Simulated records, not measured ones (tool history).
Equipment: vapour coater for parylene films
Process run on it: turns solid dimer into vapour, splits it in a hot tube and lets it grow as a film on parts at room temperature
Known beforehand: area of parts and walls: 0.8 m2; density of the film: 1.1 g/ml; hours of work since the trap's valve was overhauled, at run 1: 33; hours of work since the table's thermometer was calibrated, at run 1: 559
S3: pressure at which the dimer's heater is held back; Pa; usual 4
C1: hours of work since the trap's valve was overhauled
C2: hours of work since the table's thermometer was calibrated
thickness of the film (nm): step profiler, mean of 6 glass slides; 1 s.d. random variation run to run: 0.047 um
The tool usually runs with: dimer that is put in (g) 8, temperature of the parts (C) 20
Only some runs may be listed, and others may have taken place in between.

Run 1, hour 0: usual settings; C1 33; C2 559. Result: thickness of the film (nm) 7430.
Run 2, hour 12.3: usual settings; C1 44; C2 570. Result: thickness of the film (nm) 7340.
Run 3, hour 27: usual settings; C1 57; C2 583. Result: thickness of the film (nm) 7200.
Run 4, hour 40.8: usual settings; C1 69; C2 595. Result: thickness of the film (nm) 7180.
Run 5, hour 47.5: usual settings; C1 75; C2 601. Result: thickness of the film (nm) 7200.
Run 6, hour 55: usual settings but dimer that is put in (g) 12; C1 82; C2 608. Result: thickness of the film (nm) 10670.
Run 7, hour 69.8: usual settings; C1 95; C2 621. Result: thickness of the film (nm) 7160.
Run 8, hour 80.1: usual settings; C1 104; C2 630. Result: thickness of the film (nm) 7150.
Run 9, hour 88.3: usual settings; C1 111; C2 637. Result: thickness of the film (nm) 7130.
Run 10, hour 94.9: usual settings; C1 117; C2 643. Result: thickness of the film (nm) 7140.
At hour 99.8: trap's valve overhauled.
Run 11, hour 114: usual settings; C1 13; C2 656. Result: thickness of the film (nm) 7010.
Run 12, hour 124.6: usual settings but S3 9.28 Pa; C1 22; C2 666. Result: thickness of the film (nm) 6400.
Run 13, hour 136.5: usual settings but S3 9.28 Pa; C1 33; C2 676. Result: thickness of the film (nm) 6310.
Run 14, hour 151.2: usual settings but S3 9.28 Pa; C1 46; C2 689. Result: thickness of the film (nm) 6240.
Run 15, hour 160.8: usual settings but S3 9.28 Pa; C1 54; C2 698. Result: thickness of the film (nm) 6250.
At hour 176.6: trap's valve overhauled, once more.
Run 16, hour 179.7: usual settings; C1 3; C2 711. Result: thickness of the film (nm) 7330.
Run 17, hour 190.7: usual settings but temperature of the parts (C) 31; C1 12; C2 721. Result: thickness of the film (nm) 5890.
Run 18, hour 198.7: usual settings but temperature of the parts (C) 26; C1 20; C2 728. Result: thickness of the film (nm) 6480.
Run 19, hour 212.1: usual settings; C1 31; C2 740. Result: thickness of the film (nm) 7320.
Run 20, hour 223.5: usual settings but temperature of the parts (C) 30, S3 7.08 Pa; C1 42; C2 750. Result: thickness of the film (nm) 5450.

The next listed run, before its measurement:
Run 21, hour 234.1: usual settings but temperature of the parts (C) 13, S3 2.56 Pa; C1 51; C2 759. Result: thickness of the film (nm) ?.

{"run 21": {"thickness of the film (nm)": 8790}}
With no hidden state in the tool, this same run would have given thickness of the film (nm) 8910.
